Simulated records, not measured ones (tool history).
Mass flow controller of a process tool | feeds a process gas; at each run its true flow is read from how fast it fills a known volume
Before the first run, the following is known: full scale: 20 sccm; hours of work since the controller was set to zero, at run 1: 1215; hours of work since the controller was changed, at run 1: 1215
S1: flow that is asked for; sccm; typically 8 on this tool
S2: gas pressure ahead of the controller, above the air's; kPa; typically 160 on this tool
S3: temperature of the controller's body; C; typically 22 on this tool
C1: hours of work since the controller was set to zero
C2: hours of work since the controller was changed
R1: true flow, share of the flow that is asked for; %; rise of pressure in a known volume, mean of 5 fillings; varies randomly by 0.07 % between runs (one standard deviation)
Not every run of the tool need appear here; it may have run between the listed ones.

run	hour	S1	S2	S3	C1	C2	R1
1	0.0	8	160	22	1215	1215	98.85
2	79.6	8	155	22	1278	1278	99.01
3	180.8	6	160	22	1359	1359	98.95
4	245.3	8	160	22	1410	1410	99.07
5	320.6	2	160	22	1469	1469	100.25
6	386.1	2	160	22	1521	1521	100.30
7	435.8	8	160	22	1561	1561	99.11
8	523.4	8	160	22	1630	1630	99.24
9	601.0	8	160	22	1692	1692	99.20
10	680.7	8	160	28	1755	1755	99.90
11	790.8	8	160	28	1842	1842	99.89
12	861.8	8	152	28	1898	1898	99.96
13	945.3	8	152	28	1964	1964	100.03
14	1015.2	8	152	28	2020	2020	99.92
15	1073.4	8	152	28	2066	2066	100.03
16	1178.2	8	152	28	2149	2149	100.07
17	1245.6	8	160	22	2202	2202	99.72
18	1314.3	8	160	22	2257	2257	99.82
19	1361.1	8	160	22	2294	2294	99.77
20	1423.8	8	160	22	2344	2344	99.83
21	1529.8	8	160	22	2428	2428	99.86
22	1611.4	8	160	22	2492	2492	99.82
23	1675.6	8	172	22	2543	2543	100.05
24	1743.2	8	172	22	2597	2597	100.12
25	1840.2	8	172	22	2674	2674	100.11
26	1938.9	4	231	35	2752	2752	101.90
27	1996.0	4	160	38	2797	2797	101.85
28	2106.3	7	217	36	2885	2885	101.58
29	2177.3	8	256	22	2941	2941	100.59
30	2256.9	15	230	23	3004	3004	101.08
31	2317.3	6	156	21	3052	3052	100.47
32	2425.0	15	156	22	3137	3137	100.88
33	2497.9	15	219	22	3195	3195	101.19
34	2587.5	15	219	22	3266	3266	101.16
35	2671.0	17	160	28	3332	3332	101.62
36	2769.9	17	160	28	3410	3410	101.75
37	2829.6	8	158	22	3458	3458	100.70
38	2922.1	8	158	22	3531	3531	100.81
39	3026.4	8	158	22	3614	3614	100.80
40	3095.5	8	160	32	3669	3669	101.66
41	3191.7	3	160	40	3745	3745	104.01
42	3239.8	3	274	23	3783	3783	103.35
43	3338.4	4	160	22	3861	3861	101.97
44	3411.4	4	156	22	3919	3919	102.10
45	3458.6	8	182	22	3956	3956	101.35
46	3510.5	16	182	25	3997	3997	101.95
47	3578.2	3	263	26	4051	4051	103.81
48	3676.7	19	144	28	4129	4129	102.32
49	3750.0	15	159	27	4187	4187	101.85

Same runs, no hidden state in the tool, same run-to-run variation:
Hidden state present: flow at rest that the sensor doesn't see, % of full scale; true flow over the shown one, %; drift of the gauge itself on true_pct, %.
run	R1
1	97.82
2	97.93
3	97.59
4	97.87
5	97.03
6	96.97
7	97.79
8	97.86
9	97.77
10	98.42
11	98.34
12	98.36
13	98.39
14	98.23
15	98.30
16	98.27
17	97.88
18	97.94
19	97.86
20	97.88
21	97.84
22	97.75
23	97.94
24	97.96
25	97.88
26	98.46
27	98.36
28	99.01
29	98.15
30	99.18
31	97.52
32	98.89
33	99.16
34	99.09
35	99.60
36	99.68
37	97.85
38	97.89
39	97.82
40	98.64
41	98.35
42	97.63
43	97.21
44	97.27
45	98.09
46	99.48
47	97.72
48	99.90
49	99.21
